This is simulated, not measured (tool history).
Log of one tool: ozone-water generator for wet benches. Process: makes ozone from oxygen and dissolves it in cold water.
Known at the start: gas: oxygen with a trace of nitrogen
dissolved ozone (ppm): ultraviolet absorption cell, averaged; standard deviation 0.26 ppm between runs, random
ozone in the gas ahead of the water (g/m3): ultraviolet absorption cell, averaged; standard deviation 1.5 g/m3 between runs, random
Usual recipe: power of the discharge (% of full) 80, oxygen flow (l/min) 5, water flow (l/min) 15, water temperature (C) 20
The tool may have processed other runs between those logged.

run	hour	power of the discharge (% of full)	oxygen flow (l/min)	water flow (l/min)	water temperature (C)	dissolved ozone (ppm)	ozone in the gas ahead of the water (g/m3)
1	0	80	5	15	20	38.2	284.8
2	25.6	80	5	15	20	37.8	285.3
3	44.2	44	5	15	20	24.1	181
4	77.2	44	4.12	15	20	24	199.1
5	102.5	42	5	15	20	23.6	175.8
6	140.7	42	5	15	20	23.5	175.4
7	175.3	42	5	15	20	23.5	174.5
# hour 212: water thermometer calibrated
8	215.5	42	4.27	15	20	23.2	189
9	247.4	42	4.27	15	20	23.5	190.3
10	278.8	80	4.01	15	20	37.7	313.9
11	306.7	80	4.01	15	20	38	316.5
12	337.4	80	4.01	15	20	37.9	313.9
13	375.5	80	3.92	15	20	37.8	319.4
14	408.4	80	3.92	15	20	37.8	317.9
15	441.5	95	5	15	20	42.7	319.6
16	483.1	95	5	15	20	43.4	321.1
17	502.7	95	5	15	20	43.3	322.3
18	537.8	80	2.86	15	27	33.5	372.3
19	564.5	80	2.86	15	27	33.8	372.6
20	603.6	80	2.86	15	27	33.3	371.1
21	633.3	80	5.17	15	13	42.5	275.3
22	654.8	61	5.17	15	13	34.3	227.5
23	683.6	64	2.83	23	14	22.1	310.1
24	705.6	80	5	12	16	46.9	282.3
25	730.5	80	5	15	28	32.5	283
26	768.9	49	3.37	15	28	23.2	239.2
27	804.5	80	5	19	20	31.3	283.8
28	826.8	80	5	19	20	31.1	281.9
29	864.1	55	4.95	19	20	23.9	213.1
30	895.6	51	5	10	20	35	200.4
31	927.9	51	5	17	27	22	199.8
32	958.6	51	5	17	27	21.9	202.3

Table of differences, measured result less the result of that run with no hidden state. Run-to-run variation is the same in both. Gauge scatter possibly is not:
Hidden state present: yield of the discharge, % of new electrodes'; contactor's efficiency, % of a clean one's; true water temperature over the reading, C; drift of the gauge itself on ozone_ppm, %; drift of the gauge itself on gas_g_m3, %.
run	dissolved ozone (ppm)	ozone in the gas ahead of the water (g/m3)
1	-1.3	-6.7
2	-1.3	-6.7
3	-0.6	-2.5
4	-0.6	-2.8
5	-0.6	-2.3
6	-0.6	-2.4
7	-0.6	-2.5
8	-0.5	-2.6
9	-0.5	-2.7
10	-1.3	-8.2
11	-1.3	-8.4
12	-1.3	-8.4
13	-1.3	-8.6
14	-1.3	-8.8
15	-1.7	-10
16	-1.7	-10.2
17	-1.6	-10.3
18	-1.3	-10.7
19	-1.2	-10.9
20	-1.2	-11
21	-1.6	-8.3
22	-1.1	-5.5
23	-0.8	-8
24	-1.8	-8.6
25	-1.3	-8.8
26	-0.7	-5
27	-1.3	-9
28	-1.3	-9
29	-0.8	-5.1
30	-0.9	-4.5
31	-0.7	-4.5
32	-0.7	-4.6
